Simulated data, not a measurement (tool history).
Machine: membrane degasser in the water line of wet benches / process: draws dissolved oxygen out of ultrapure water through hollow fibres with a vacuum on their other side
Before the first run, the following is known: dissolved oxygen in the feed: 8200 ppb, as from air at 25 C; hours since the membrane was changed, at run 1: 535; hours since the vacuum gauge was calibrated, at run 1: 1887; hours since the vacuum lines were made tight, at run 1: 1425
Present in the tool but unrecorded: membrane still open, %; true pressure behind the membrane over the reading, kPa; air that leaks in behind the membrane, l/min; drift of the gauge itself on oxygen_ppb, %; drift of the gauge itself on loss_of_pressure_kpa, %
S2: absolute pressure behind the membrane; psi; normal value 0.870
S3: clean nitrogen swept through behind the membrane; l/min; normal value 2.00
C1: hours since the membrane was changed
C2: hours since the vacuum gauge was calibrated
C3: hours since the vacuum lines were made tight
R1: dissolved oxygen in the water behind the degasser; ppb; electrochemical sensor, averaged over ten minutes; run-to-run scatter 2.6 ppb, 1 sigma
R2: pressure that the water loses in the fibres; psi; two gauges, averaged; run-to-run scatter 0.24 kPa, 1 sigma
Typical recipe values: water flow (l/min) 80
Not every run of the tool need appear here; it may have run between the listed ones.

{"run": 1, "hour": 0.0, "water flow (l/min)": 80, "S2": 0.87, "S3": 2.0, "C1": 535, "C2": 1887, "C3": 1425, "R1": 256.9, "R2": 9.052}
{"run": 2, "hour": 81.2, "water flow (l/min)": 80, "S2": 0.87, "S3": 2.0, "C1": 616, "C2": 1968, "C3": 1507, "R1": 260.6, "R2": 9.079}
{"run": 3, "hour": 152.8, "water flow (l/min)": 80, "S2": 0.87, "S3": 2.0, "C1": 688, "C2": 2040, "C3": 1578, "R1": 260.8, "R2": 9.103}
{"run": 4, "hour": 187.5, "water flow (l/min)": 80, "S2": 1.302, "S3": 2.0, "C1": 722, "C2": 2074, "C3": 1613, "R1": 477.9, "R2": 9.031}
{"run": 5, "hour": 250.4, "water flow (l/min)": 80, "S2": 0.596, "S3": 2.0, "C1": 785, "C2": 2137, "C3": 1676, "R1": 113.9, "R2": 9.071}
{"run": 6, "hour": 318.4, "water flow (l/min)": 57, "S2": 0.87, "S3": 2.0, "C1": 853, "C2": 2205, "C3": 1744, "R1": 179.7, "R2": 6.486}
{"run": 7, "hour": 379.8, "water flow (l/min)": 80, "S2": 0.87, "S3": 2.0, "C1": 915, "C2": 2267, "C3": 1805, "R1": 258.7, "R2": 9.076}
{"run": 8, "hour": 462.7, "water flow (l/min)": 80, "S2": 0.87, "S3": 2.0, "C1": 998, "C2": 2350, "C3": 1888, "R1": 262.9, "R2": 9.142}
{"hour": 468.7, "done": "vacuum gauge calibrated"}
{"run": 9, "hour": 525.8, "water flow (l/min)": 83, "S2": 0.695, "S3": 1.3, "C1": 1060, "C2": 57, "C3": 1951, "R1": 223.5, "R2": 9.432}
{"run": 10, "hour": 589.3, "water flow (l/min)": 83, "S2": 0.695, "S3": 1.3, "C1": 1124, "C2": 121, "C3": 2014, "R1": 221.6, "R2": 9.422}
{"run": 11, "hour": 646.6, "water flow (l/min)": 80, "S2": 1.672, "S3": 1.24, "C1": 1181, "C2": 178, "C3": 2071, "R1": 938.5, "R2": 9.133}
{"run": 12, "hour": 695.0, "water flow (l/min)": 80, "S2": 1.672, "S3": 1.24, "C1": 1229, "C2": 226, "C3": 2120, "R1": 928.7, "R2": 9.117}
{"run": 13, "hour": 772.8, "water flow (l/min)": 80, "S2": 1.26, "S3": 2.9, "C1": 1307, "C2": 304, "C3": 2198, "R1": 355.3, "R2": 9.165}
{"run": 14, "hour": 819.1, "water flow (l/min)": 62, "S2": 0.87, "S3": 4.15, "C1": 1353, "C2": 350, "C3": 2244, "R1": 113.4, "R2": 7.027}
{"hour": 861.0, "done": "vacuum gauge calibrated, once more"}
{"run": 15, "hour": 863.7, "water flow (l/min)": 48, "S2": 0.602, "S3": 1.92, "C1": 1398, "C2": 3, "C3": 2288, "R1": 63.0, "R2": 5.493}

Consider 5 possible next runs. They are alternatives, not a sequence: every one starts from the tool as it was left by run 15. What does each give?
{"run": "A", "hour": 938.1, "water flow (l/min)": 48, "S2": 0.74, "S3": 4.41, "C1": 1472, "C2": 77, "C3": 2362, "R1": "?", "R2": "?"}
{"run": "B", "hour": 938.1, "water flow (l/min)": 80, "S2": 0.982, "S3": 2.0, "C1": 1472, "C2": 77, "C3": 2362, "R1": "?", "R2": "?"}
{"run": "C", "hour": 938.1, "water flow (l/min)": 65, "S2": 1.333, "S3": 2.0, "C1": 1472, "C2": 77, "C3": 2362, "R1": "?", "R2": "?"}
{"run": "D", "hour": 938.1, "water flow (l/min)": 80, "S2": 1.864, "S3": 2.0, "C1": 1472, "C2": 77, "C3": 2362, "R1": "?", "R2": "?"}
{"run": "E", "hour": 938.1, "water flow (l/min)": 54, "S2": 1.404, "S3": 2.85, "C1": 1472, "C2": 77, "C3": 2362, "R1": "?", "R2": "?"}

run=A R1=58.2 R2=5.480
run=B R1=332.5 R2=9.148
run=C R1=417.6 R2=7.413
run=D R1=767.2 R2=9.166
run=E R1=281.3 R2=6.219
Without the tool's hidden state the same runs would have given:
run=A R1=55.5 R2=5.408
run=B R1=323.9 R2=9.030
run=C R1=411.3 R2=7.317
run=D R1=759.4 R2=9.049
run=E R1=277.1 R2=6.139
